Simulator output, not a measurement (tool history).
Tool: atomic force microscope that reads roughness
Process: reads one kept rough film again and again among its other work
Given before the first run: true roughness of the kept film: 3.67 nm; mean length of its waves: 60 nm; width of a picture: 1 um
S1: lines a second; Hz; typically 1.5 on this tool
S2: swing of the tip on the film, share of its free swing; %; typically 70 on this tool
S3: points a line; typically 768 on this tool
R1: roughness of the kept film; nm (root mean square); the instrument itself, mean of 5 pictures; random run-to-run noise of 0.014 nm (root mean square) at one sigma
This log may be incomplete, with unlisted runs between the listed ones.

run   hour    S1  S2   S3     R1
  1      0   1.5  70  768   3.15
      19.2  -- new tip fitted
  2   27.3   1.5  70  768  3.323
  3   44.5   1.5  70  768  3.303
  4   73.6   1.5  66  768  3.211
     100.1  -- new tip fitted
  5  100.1   1.5  66  768  3.388
  6  124.7   1.5  66  768  3.285
  7    146  2.69  74  606  3.094

Run 8 has not been measured yet. What should we expect?
  8  174.2  0.96  62  768   ?

R1: 3.193 nm (root mean square)
With no hidden state in the tool, this same run would have given R1 3.486 nm (root mean square).
